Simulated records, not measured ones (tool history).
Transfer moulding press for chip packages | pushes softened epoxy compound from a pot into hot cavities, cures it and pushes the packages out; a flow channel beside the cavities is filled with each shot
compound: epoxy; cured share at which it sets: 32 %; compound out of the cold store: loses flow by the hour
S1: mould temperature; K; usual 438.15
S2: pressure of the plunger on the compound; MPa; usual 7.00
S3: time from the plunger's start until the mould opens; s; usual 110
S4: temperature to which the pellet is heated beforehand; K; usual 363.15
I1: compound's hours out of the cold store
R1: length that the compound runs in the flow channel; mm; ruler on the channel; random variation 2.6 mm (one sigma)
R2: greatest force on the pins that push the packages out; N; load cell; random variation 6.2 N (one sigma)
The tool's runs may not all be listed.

run,hour,S1,S2,S3,S4,I1,R1,R2
1,0.0,438.15,7.00,110,363.15,11.8,1025,254
2,6.4,438.15,7.00,110,363.15,29.2,965,239
3,17.5,438.15,7.00,110,363.15,43.4,923,245
4,24.0,438.15,7.00,110,363.15,41.0,937,231
5,28.8,438.15,7.00,92,363.15,14.5,1016,384
# hour 40.2: cavities cleaned with cleaning compound and waxed
6,40.2,438.15,7.00,92,363.15,32.8,954,366
7,47.1,438.15,7.00,92,363.15,45.5,923,349
8,54.7,438.15,7.00,92,363.15,10.8,1029,385
9,64.6,438.15,7.00,110,363.15,17.8,1003,240
10,69.8,438.15,7.00,110,363.15,9.3,1031,255
11,74.7,438.15,7.00,110,356.15,29.6,964,251
12,80.2,438.15,7.00,110,363.15,36.4,950,235
13,91.5,438.15,7.00,110,363.15,20.2,996,258
14,101.5,438.15,7.00,110,363.15,44.1,925,233
15,109.8,438.15,7.00,110,363.15,23.3,985,232
16,118.1,438.15,7.00,110,363.15,47.4,915,243
17,126.1,430.15,7.00,110,360.15,41.7,948,434
18,132.3,446.15,5.37,110,360.15,34.2,817,180
19,142.0,439.15,7.00,113,363.15,29.6,964,218
# hour 147.8: cavities cleaned with cleaning compound and waxed
20,150.5,438.15,7.00,120,358.15,46.2,921,199
21,161.7,438.15,5.54,120,370.15,13.0,907,212
22,172.7,441.15,7.00,110,363.15,26.4,968,212
23,182.1,441.15,7.00,139,371.15,13.0,1011,165
24,190.2,441.15,7.43,139,368.15,29.7,985,170
25,195.6,442.15,7.85,110,363.15,10.1,1077,193
26,201.0,432.15,7.85,110,365.15,20.2,1077,395
27,207.4,438.15,8.46,140,372.15,15.0,1111,190
28,216.3,432.15,5.29,148,361.15,9.2,909,221

Some steps in R2 between neighbouring runs. How much of each would the tool show without its hidden state too (settings, what came in, random variation), and how much is left for the hidden state, with any gauge scatter that isn't in both results?
The hidden state here: true mould temperature over the reading, C; pressure that reaches the compound, % of what is set; grip of the stained cavities, % over clean ones'; drift of the gauge itself on flow_mm, %; drift of the gauge itself on push_out_n, %.
Run 5 -> 6: cavities cleaned with cleaning compound and waxed. R2 -18 N: hidden state -9, all else -9.
Run 17 -> 18: S1 430.15 -> 446.15, S2 7.00 -> 5.37. R2 -254 N: hidden state -4, all else -250.
Run 19 -> 20: S1 439.15 -> 438.15, S3 113 -> 120, S4 363.15 -> 358.15, cavities cleaned with cleaning compound and waxed. R2 -19 N: hidden state -5, all else -14.
Run 26 -> 27: S1 432.15 -> 438.15, S2 7.85 -> 8.46, S3 110 -> 140, S4 365.15 -> 372.15. R2 -205 N: hidden state -2, all else -203.

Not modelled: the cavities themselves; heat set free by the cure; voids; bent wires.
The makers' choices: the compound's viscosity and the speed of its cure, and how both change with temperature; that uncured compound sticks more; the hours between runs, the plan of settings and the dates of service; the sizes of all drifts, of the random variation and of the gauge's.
